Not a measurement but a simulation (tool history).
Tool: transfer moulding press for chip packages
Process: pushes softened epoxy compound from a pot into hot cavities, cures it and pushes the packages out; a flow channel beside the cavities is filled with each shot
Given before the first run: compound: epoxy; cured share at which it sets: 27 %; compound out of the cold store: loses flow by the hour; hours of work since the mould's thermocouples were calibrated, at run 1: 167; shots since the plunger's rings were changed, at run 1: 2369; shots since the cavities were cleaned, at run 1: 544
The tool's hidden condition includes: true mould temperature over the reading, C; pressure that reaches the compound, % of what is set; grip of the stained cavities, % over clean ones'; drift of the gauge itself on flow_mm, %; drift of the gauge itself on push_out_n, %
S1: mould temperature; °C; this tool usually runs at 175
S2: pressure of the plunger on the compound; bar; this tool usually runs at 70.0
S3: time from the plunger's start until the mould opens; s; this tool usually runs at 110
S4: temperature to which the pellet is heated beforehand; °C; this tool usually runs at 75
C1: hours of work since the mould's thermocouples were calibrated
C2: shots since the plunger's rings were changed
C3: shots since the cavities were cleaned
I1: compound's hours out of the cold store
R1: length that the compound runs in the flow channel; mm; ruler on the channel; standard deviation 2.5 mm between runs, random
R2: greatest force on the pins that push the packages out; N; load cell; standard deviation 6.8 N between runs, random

run	day	S1	S2	S3	S4	C1	C2	C3	I1	R1	R2
1	0.000	175	70.0	110	75	167	2369	544	41.2	649	443
2	0.246	175	70.0	110	75	170	2421	596	15.2	793	479
3	0.504	175	70.0	110	71	174	2475	650	9.5	831	507
4	0.867	175	70.0	110	71	178	2552	727	27.5	719	497
5	1.138	175	70.0	119	75	182	2609	784	45.2	621	483
6	1.425	175	70.0	110	75	185	2670	845	33.2	690	518
# day 1.742: cavities cleaned with cleaning compound and waxed
7	1.767	175	70.0	110	75	189	2728	5	17.3	783	647
8	2.117	175	70.0	110	75	193	2802	79	23.2	742	645
9	2.504	175	70.0	110	75	198	2885	162	47.5	615	608
10	2.679	175	70.0	110	75	200	2922	199	43.2	636	623
11	2.967	175	70.0	110	75	204	2982	259	44.3	629	586
12	3.283	175	70.0	110	75	208	3050	327	26.1	728	624
13	3.558	174	70.0	110	75	211	3107	384	34.5	677	637
# day 3.725: cavities cleaned with cleaning compound and waxed, once more
14	3.833	175	70.0	110	75	214	3152	22	9.5	831	289
15	4.150	175	75.2	94	75	218	3220	90	13.9	826	398
16	4.462	172	57.7	137	75	222	3286	156	37.4	608	305
17	4.629	172	57.7	137	75	224	3320	190	36.1	613	333
18	4.808	173	60.1	115	71	226	3358	228	25.2	681	356
19	5.004	170	76.9	110	75	229	3400	270	38.6	699	466
20	5.171	170	76.9	110	75	231	3435	305	41.5	681	469
21	5.500	175	53.9	110	75	235	3505	375	9.4	724	422
22	5.717	175	53.9	110	75	238	3550	420	45.9	540	414
23	6.008	175	53.9	110	68	241	3613	483	29.3	616	443
24	6.383	175	53.9	110	68	246	3692	562	41.2	562	451
25	6.612	176	60.1	110	75	249	3740	610	32.7	632	454
26	6.925	176	60.1	110	75	253	3806	676	39.8	596	453
27	7.196	176	60.1	110	75	256	3863	733	39.1	601	473
28	7.450	176	60.1	110	75	260	3917	787	34.8	619	493

Below, each run's measurement less what the same run would have read without the hidden state. Both values contain the same run-to-run variation, but the gauge's scatter may not be the same in both:
run	R1	R2
1	-16	+185
2	-20	+205
3	-21	+220
4	-19	+225
5	-17	+223
6	-19	+241
7	-22	+374
8	-22	+369
9	-18	+349
10	-19	+354
11	-19	+328
12	-23	+353
13	-21	+355
14	-26	+10
15	-27	+52
16	-20	+66
17	-21	+81
18	-23	+98
19	-24	+137
20	-24	+145
21	-25	+148
22	-20	+154
23	-22	+172
24	-20	+188
25	-24	+194
26	-23	+203
27	-23	+214
28	-24	+225
